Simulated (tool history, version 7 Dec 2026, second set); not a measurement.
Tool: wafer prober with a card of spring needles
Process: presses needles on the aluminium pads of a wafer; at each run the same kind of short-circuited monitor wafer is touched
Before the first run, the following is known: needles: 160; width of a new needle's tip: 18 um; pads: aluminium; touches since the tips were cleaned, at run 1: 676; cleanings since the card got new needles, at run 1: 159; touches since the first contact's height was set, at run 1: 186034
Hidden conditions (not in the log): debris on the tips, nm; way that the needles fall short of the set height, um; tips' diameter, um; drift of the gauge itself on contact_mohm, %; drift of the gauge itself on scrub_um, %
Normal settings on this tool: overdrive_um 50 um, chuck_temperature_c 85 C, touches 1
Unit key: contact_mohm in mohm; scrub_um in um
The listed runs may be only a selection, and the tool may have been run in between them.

| run | hour | overdrive_um | chuck_temperature_c | touches | touches since the tips were cleaned | cleanings since the card got new needles | touches since the first contact's height was set | contact_mohm | scrub_um |
|---|---|---|---|---|---|---|---|---|---|
| 1 | 0 | 50 | 85 | 1 | 676 | 159 | 186034 | 191 | 12.33 |
|  | 5.7 | tips cleaned on abrasive film |
|  | 15.2 | tips cleaned on abrasive film |
|  | 24.7 | tips cleaned on abrasive film |
| 2 | 27 | 50 | 85 | 1 | 619 | 162 | 193311 | 190 | 12.37 |
|  | 32.7 | tips cleaned on abrasive film |
|  | 42.2 | tips cleaned on abrasive film |
|  | 49.8 | tips cleaned on abrasive film |
|  | 59.3 | tips cleaned on abrasive film |
|  | 66.9 | tips cleaned on abrasive film |
|  | 72.8 | height of the first contact set anew |
| 3 | 73.2 | 50 | 120 | 1 | 1621 | 167 | 86 | 211 | 13.44 |
|  | 75.1 | tips cleaned on abrasive film |
|  | 84.6 | tips cleaned on abrasive film |
|  | 94.1 | tips cleaned on abrasive film |
| 4 | 101.4 | 50 | 85 | 1 | 2001 | 170 | 7717 | 212 | 13.44 |
|  | 103.4 | tips cleaned on abrasive film |
|  | 112.9 | tips cleaned on abrasive film |
|  | 122.4 | tips cleaned on abrasive film |
| 5 | 129.7 | 50 | 85 | 1 | 2002 | 173 | 15351 | 217 | 13.4 |
|  | 131.7 | tips cleaned on abrasive film |
|  | 141.2 | tips cleaned on abrasive film |
|  | 148.8 | tips cleaned on abrasive film |
|  | 158.3 | tips cleaned on abrasive film |
|  | 167.8 | tips cleaned on abrasive film |
| 6 | 169.8 | 50 | 85 | 1 | 542 | 178 | 26135 | 178 | 13.31 |
|  | 175.5 | tips cleaned on abrasive film |
|  | 185 | tips cleaned on abrasive film |
|  | 194.5 | tips cleaned on abrasive film |
|  | 204 | tips cleaned on abrasive film |
|  | 211.6 | tips cleaned on abrasive film |
|  | 221.1 | tips cleaned on abrasive film |
| 7 | 226.8 | 50 | 85 | 1 | 1566 | 184 | 41536 | 212 | 13.08 |
|  | 228.8 | tips cleaned on abrasive film |
|  | 238.3 | tips cleaned on abrasive film |
|  | 247.8 | tips cleaned on abrasive film |
|  | 257.2 | tips cleaned on abrasive film |
| 8 | 264.6 | 50 | 85 | 3 | 1993 | 188 | 51719 | 179 | 13.04 |
|  | 266.5 | tips cleaned on abrasive film |
|  | 276 | tips cleaned on abrasive film |
|  | 283.6 | tips cleaned on abrasive film |
|  | 293.1 | tips cleaned on abrasive film |
|  | 302.6 | tips cleaned on abrasive film |
| 9 | 304 | 50 | 85 | 3 | 369 | 193 | 62329 | 167 | 12.97 |
|  | 311.6 | tips cleaned on abrasive film |
|  | 321 | tips cleaned on abrasive film |
|  | 330.5 | tips cleaned on abrasive film |
|  | 338.7 | tips cleaned on abrasive film |
| 10 | 338.7 | 50 | 26 | 1 | 0 | 197 | 71705 | 154 | 12.87 |
|  | 346.3 | tips cleaned on abrasive film |
|  | 355.8 | tips cleaned on abrasive film |
|  | 365.3 | tips cleaned on abrasive film |
|  | 374.8 | tips cleaned on abrasive film |
|  | 384.3 | tips cleaned on abrasive film |
| 11 | 388.6 | 50 | 26 | 1 | 1186 | 202 | 85180 | 200 | 12.9 |
|  | 392.5 | tips cleaned on abrasive film |
|  | 402 | tips cleaned on abrasive film |
|  | 411.5 | tips cleaned on abrasive film |
|  | 420.9 | tips cleaned on abrasive film |
|  | 430.4 | tips cleaned on abrasive film |
|  | 439.9 | tips cleaned on abrasive film |
| 12 | 443 | 58 | 26 | 1 | 852 | 208 | 99857 | 173 | 15.13 |
|  | 448.8 | tips cleaned on abrasive film |
|  | 456.4 | tips cleaned on abrasive film |
|  | 465.9 | tips cleaned on abrasive film |
|  | 475.4 | tips cleaned on abrasive film |
|  | 484.8 | tips cleaned on abrasive film |
| 13 | 489.7 | 58 | 26 | 3 | 1325 | 213 | 112447 | 161 | 15.01 |
|  | 493.5 | tips cleaned on abrasive film |
|  | 501.2 | tips cleaned on abrasive film |
|  | 510.6 | tips cleaned on abrasive film |
|  | 520.1 | tips cleaned on abrasive film |
|  | 529.6 | tips cleaned on abrasive film |
|  | 539.1 | tips cleaned on abrasive film |
| 14 | 542.4 | 43 | 77 | 1 | 910 | 219 | 126669 | 211 | 10.71 |
|  | 548.2 | tips cleaned on abrasive film |
|  | 557.7 | tips cleaned on abrasive film |
|  | 567.1 | tips cleaned on abrasive film |
|  | 576.6 | tips cleaned on abrasive film |
| 15 | 581.6 | 42 | 42 | 1 | 1356 | 223 | 137241 | 240 | 10.5 |
|  | 585.4 | tips cleaned on abrasive film |
|  | 594.9 | tips cleaned on abrasive film |
|  | 604.4 | tips cleaned on abrasive film |
|  | 613.9 | tips cleaned on abrasive film |
| 16 | 616 | 44 | 34 | 2 | 570 | 227 | 146515 | 171 | 10.91 |
|  | 621.7 | tips cleaned on abrasive film |
|  | 631.2 | tips cleaned on abrasive film |
|  | 640.7 | tips cleaned on abrasive film |
|  | 650.2 | tips cleaned on abrasive film |
|  | 659.7 | tips cleaned on abrasive film |
|  | 669.2 | tips cleaned on abrasive film |
| 17 | 671.5 | 44 | 34 | 1 | 624 | 233 | 161478 | 194 | 10.85 |
|  | 677.2 | tips cleaned on abrasive film |
|  | 686.7 | tips cleaned on abrasive film |
|  | 694.3 | tips cleaned on abrasive film |
|  | 703.8 | tips cleaned on abrasive film |
|  | 713.2 | tips cleaned on abrasive film |
| 18 | 715.7 | 44 | 34 | 1 | 681 | 238 | 173423 | 201 | 10.82 |
|  | 721.5 | tips cleaned on abrasive film |
|  | 729.1 | tips cleaned on abrasive film |
|  | 738.6 | tips cleaned on abrasive film |
|  | 746.2 | tips cleaned on abrasive film |
|  | 755.7 | tips cleaned on abrasive film |
|  | 765.1 | tips cleaned on abrasive film |
| 19 | 772.3 | 44 | 34 | 1 | 1947 | 244 | 188682 | 258 | 10.75 |
|  | 774.3 | tips cleaned on abrasive film |
|  | 783.8 | tips cleaned on abrasive film |
|  | 793.2 | tips cleaned on abrasive film |
|  | 800.8 | tips cleaned on abrasive film |
| 20 | 806.8 | 44 | 34 | 2 | 1612 | 248 | 197975 | 208 | 10.68 |
|  | 808.8 | tips cleaned on abrasive film |
|  | 818.2 | tips cleaned on abrasive film |
|  | 827.7 | tips cleaned on abrasive film |
|  | 835.5 | height of the first contact set anew |
|  | 837.5 | tips cleaned on abrasive film |
| 21 | 839.6 | 44 | 34 | 2 | 566 | 252 | 1078 | 175 | 11.83 |
|  | 845.3 | tips cleaned on abrasive film |
|  | 854.8 | tips cleaned on abrasive film |
|  | 864.3 | tips cleaned on abrasive film |
|  | 873.8 | tips cleaned on abrasive film |
|  | 883.3 | tips cleaned on abrasive film |
|  | 892.8 | tips cleaned on abrasive film |
|  | 900.8 | tips cleaned on abrasive film |
| 22 | 900.8 | 35 | 40 | 3 | 0 | 259 | 17570 | 168 | 9.34 |
|  | 910.2 | tips cleaned on abrasive film |
|  | 919.7 | tips cleaned on abrasive film |
|  | 929.2 | tips cleaned on abrasive film |
|  | 938.7 | tips cleaned on abrasive film |
|  | 948.2 | tips cleaned on abrasive film |
| 23 | 951.3 | 50 | 39 | 2 | 842 | 264 | 31212 | 172 | 13.19 |

What if the next run were any one of these 5? Each begins from the tool's condition after run 23:
|  | 957 | tips cleaned on abrasive film |
|  | 964.6 | tips cleaned on abrasive film |
|  | 974.1 | tips cleaned on abrasive film |
|  | 981.7 | tips cleaned on abrasive film |
|  | 991.2 | tips cleaned on abrasive film |
| A | 994.3 | 39 | 27 | 2 | 843 | 269 | 42808 | ? | ? |
|  | 957 | tips cleaned on abrasive film |
|  | 964.6 | tips cleaned on abrasive film |
|  | 974.1 | tips cleaned on abrasive film |
|  | 981.7 | tips cleaned on abrasive film |
|  | 991.2 | tips cleaned on abrasive film |
| B | 994.3 | 50 | 83 | 1 | 843 | 269 | 42808 | ? | ? |
|  | 957 | tips cleaned on abrasive film |
|  | 964.6 | tips cleaned on abrasive film |
|  | 974.1 | tips cleaned on abrasive film |
|  | 981.7 | tips cleaned on abrasive film |
|  | 991.2 | tips cleaned on abrasive film |
| C | 994.3 | 50 | 60 | 1 | 843 | 269 | 42808 | ? | ? |
|  | 957 | tips cleaned on abrasive film |
|  | 964.6 | tips cleaned on abrasive film |
|  | 974.1 | tips cleaned on abrasive film |
|  | 981.7 | tips cleaned on abrasive film |
|  | 991.2 | tips cleaned on abrasive film |
| D | 994.3 | 50 | 38 | 2 | 843 | 269 | 42808 | ? | ? |
|  | 957 | tips cleaned on abrasive film |
|  | 964.6 | tips cleaned on abrasive film |
|  | 974.1 | tips cleaned on abrasive film |
|  | 981.7 | tips cleaned on abrasive film |
|  | 991.2 | tips cleaned on abrasive film |
| E | 994.3 | 56 | 38 | 2 | 843 | 269 | 42808 | ? | ? |

| run | contact_mohm | scrub_um |
|---|---|---|
| A | 194 | 10.22 |
| B | 197 | 13.27 |
| C | 194 | 13.16 |
| D | 176 | 13.14 |
| E | 168 | 14.73 |
Without the tool's hidden state the same runs would have given:
| run | contact_mohm | scrub_um |
|---|---|---|
| A | 146 | 10.48 |
| B | 152 | 13.53 |
| C | 148 | 13.42 |
| D | 145 | 13.4 |
| E | 143 | 14.98 |
